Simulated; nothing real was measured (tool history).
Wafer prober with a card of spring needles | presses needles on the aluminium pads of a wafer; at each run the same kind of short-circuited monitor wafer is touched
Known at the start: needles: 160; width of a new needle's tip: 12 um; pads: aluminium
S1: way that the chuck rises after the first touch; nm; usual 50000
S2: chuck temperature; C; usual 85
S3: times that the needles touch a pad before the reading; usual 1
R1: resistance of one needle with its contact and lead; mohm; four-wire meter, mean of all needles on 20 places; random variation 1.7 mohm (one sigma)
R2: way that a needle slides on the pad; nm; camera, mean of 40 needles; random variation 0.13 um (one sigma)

run	hour	S1	S2	S3	R1	R2
1	0.0	50000	85	1	305	8770
# hour 2.1: tips cleaned on abrasive film
2	6.3	50000	85	2	256	8820
# hour 7.6: tips cleaned on abrasive film
# hour 13.0: tips cleaned on abrasive film
3	13.0	50000	85	1	191	8550
# hour 19.0: tips cleaned on abrasive film
4	20.1	46000	85	1	250	8040
# hour 24.8: tips cleaned on abrasive film
5	24.8	50000	85	1	197	8950
# hour 30.5: tips cleaned on abrasive film
6	31.0	50000	85	1	214	9000
# hour 36.2: tips cleaned on abrasive film
7	37.4	50000	85	1	231	8940
# hour 42.1: tips cleaned on abrasive film
8	45.3	50000	85	1	299	8720
# hour 47.7: tips cleaned on abrasive film
# hour 53.4: tips cleaned on abrasive film
9	53.5	50000	85	1	210	8830
# hour 59.1: tips cleaned on abrasive film
10	61.1	50000	85	1	270	8600
# hour 64.8: tips cleaned on abrasive film
11	65.9	50000	85	1	236	8560
12	70.0	50000	103	1	351	8760
# hour 70.6: tips cleaned on abrasive film
# hour 70.9: height of the first contact set anew
# hour 76.4: tips cleaned on abrasive film
13	79.2	50000	103	1	304	8540
# hour 81.9: tips cleaned on abrasive film
# hour 87.6: tips cleaned on abrasive film
14	87.6	50000	67	1	205	8310
# hour 93.1: tips cleaned on abrasive film
15	93.1	50000	67	1	203	8340
# hour 96.7: height of the first contact set anew, once more
# hour 99.2: tips cleaned on abrasive film
16	101.1	50000	85	1	246	9860
# hour 104.9: tips cleaned on abrasive film
17	107.1	50000	27	1	244	9580
# hour 110.5: tips cleaned on abrasive film
18	113.0	43000	96	1	291	8310
# hour 116.4: tips cleaned on abrasive film
# hour 121.9: tips cleaned on abrasive film
19	121.9	43000	96	1	201	8540
20	127.0	43000	51	2	297	8620
# hour 127.9: tips cleaned on abrasive film
21	131.7	47000	85	1	308	9200
# hour 133.4: tips cleaned on abrasive film
22	138.0	47000	85	1	315	9330
# hour 139.5: tips cleaned on abrasive film
23	144.1	32000	85	1	517	6170
# hour 145.0: tips cleaned on abrasive film
24	150.0	32000	85	1	515	6250
# hour 150.7: tips cleaned on abrasive film
25	155.7	32000	26	2	401	6210
# hour 156.6: tips cleaned on abrasive film
26	159.8	32000	26	2	333	6340
# hour 162.1: tips cleaned on abrasive film
27	164.9	42000	51	2	263	8330
# hour 167.5: tips cleaned on abrasive film
28	172.7	42000	51	2	305	8090
# hour 173.6: tips cleaned on abrasive film
29	178.2	40000	29	2	321	7600
# hour 179.1: tips cleaned on abrasive film
30	183.3	55000	73	2	239	10680
# hour 185.0: tips cleaned on abrasive film
# hour 190.7: tips cleaned on abrasive film
31	190.7	55000	73	2	185	10560
# hour 196.2: tips cleaned on abrasive film
32	196.4	52000	26	1	188	9930

Forecast each of these 4 alternatives for the next run:
A	201.1	66000	35	3	?	?
B	201.1	48000	64	2	?	?
C	201.1	53000	86	1	?	?
D	201.1	65000	108	3	?	?

run	R1	R2
A	193	12620
B	277	9300
C	303	10040
D	210	12540
Without the tool's hidden state the same runs would have given:
run	R1	R2
A	156	12920
B	173	9610
C	171	10340
D	173	12840
